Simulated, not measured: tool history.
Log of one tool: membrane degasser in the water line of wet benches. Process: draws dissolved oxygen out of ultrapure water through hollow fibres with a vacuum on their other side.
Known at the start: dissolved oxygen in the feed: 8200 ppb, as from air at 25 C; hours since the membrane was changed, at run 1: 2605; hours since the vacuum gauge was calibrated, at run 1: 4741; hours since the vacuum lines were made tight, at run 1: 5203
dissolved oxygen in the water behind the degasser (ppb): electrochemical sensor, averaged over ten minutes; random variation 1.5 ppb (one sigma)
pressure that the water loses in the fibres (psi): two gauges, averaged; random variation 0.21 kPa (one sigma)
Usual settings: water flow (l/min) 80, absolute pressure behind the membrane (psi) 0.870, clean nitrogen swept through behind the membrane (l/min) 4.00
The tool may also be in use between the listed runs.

run,hour,water flow (l/min),absolute pressure behind the membrane (psi),clean nitrogen swept through behind the membrane (l/min),hours since the membrane was changed,hours since the vacuum gauge was calibrated,hours since the vacuum lines were made tight,dissolved oxygen in the water behind the degasser (ppb),pressure that the water loses in the fibres (psi)
1,0.0,80,0.870,4.00,2605,4741,5203,143.6,6.940
2,63.9,77,0.870,4.00,2668,4805,5267,135.0,6.711
3,122.3,80,0.870,4.00,2727,4863,5326,139.7,6.966
4,198.3,80,0.870,1.62,2803,4939,5402,276.8,6.934
5,305.2,85,0.870,4.00,2910,5046,5508,156.2,7.351
6,411.5,85,0.870,3.47,3016,5153,5615,173.3,7.335
7,470.2,85,0.544,3.47,3075,5211,5673,53.8,7.340
8,528.8,80,1.166,4.00,3133,5270,5732,227.4,6.889
9,621.0,80,0.870,4.00,3226,5362,5824,140.3,6.886
10,680.8,80,0.870,4.00,3285,5422,5884,142.0,6.856
11,817.0,80,0.870,4.00,3422,5558,6020,142.4,6.840
12,919.9,80,0.870,4.00,3524,5661,6123,141.1,6.868
13,1041.7,80,0.870,4.00,3646,5783,6245,141.4,6.852
14,1132.5,80,0.870,4.00,3737,5874,6336,142.4,6.789
15,1232.6,80,0.870,4.00,3837,5974,6436,143.3,6.765
16,1369.5,80,0.870,3.48,3974,6110,6573,160.5,6.812
17,1483.6,101,0.870,4.00,4088,6225,6687,195.6,8.533
18,1555.5,76,0.862,2.48,4160,6296,6759,188.0,6.445
# hour 1588.6: gauge calibrated
19,1683.4,87,0.631,6.36,4288,6424,6887,62.6,7.585
20,1750.5,72,0.686,1.84,4355,6492,6954,130.8,6.300
21,1870.4,56,1.247,1.81,4475,6611,7074,346.7,4.872
22,1937.2,84,2.134,4.10,4542,6678,7140,526.3,7.248
23,2048.3,58,0.870,4.68,4653,6789,7252,86.0,5.023
24,2190.7,58,1.156,11.69,4795,6932,7394,62.1,4.972
25,2304.7,58,1.156,11.69,4909,7046,7508,61.6,4.963
26,2410.6,58,0.656,11.69,5015,7152,7614,20.7,4.978
27,2519.5,49,0.650,10.53,5124,7261,7723,16.4,4.168
28,2620.5,56,0.583,1.87,5225,7362,7824,55.2,4.749
29,2705.9,56,0.583,1.87,5310,7447,7909,54.6,4.802
30,2841.5,56,0.583,1.87,5446,7583,8045,56.4,4.737
31,2908.1,59,1.159,4.00,5513,7649,8111,165.2,5.024
32,3048.8,80,0.590,4.00,5653,7790,8252,57.7,6.754
33,3122.3,117,0.870,4.00,5727,7863,8326,240.4,9.938

3 ways to go on from here, each from the tool as it stands after run 33. What would each give?
A,3213.6,114,0.841,4.00,5818,7955,8417,?,?
B,3213.6,49,0.870,2.94,5818,7955,8417,?,?
C,3213.6,80,0.870,4.00,5818,7955,8417,?,?

run,dissolved oxygen in the water behind the degasser (ppb),pressure that the water loses in the fibres (psi)
A,218.6,9.622
B,107.8,4.136
C,144.1,6.789
Without the tool's hidden state the same runs would have given:
run,dissolved oxygen in the water behind the degasser (ppb),pressure that the water loses in the fibres (psi)
A,218.2,9.877
B,107.7,4.247
C,143.9,6.968

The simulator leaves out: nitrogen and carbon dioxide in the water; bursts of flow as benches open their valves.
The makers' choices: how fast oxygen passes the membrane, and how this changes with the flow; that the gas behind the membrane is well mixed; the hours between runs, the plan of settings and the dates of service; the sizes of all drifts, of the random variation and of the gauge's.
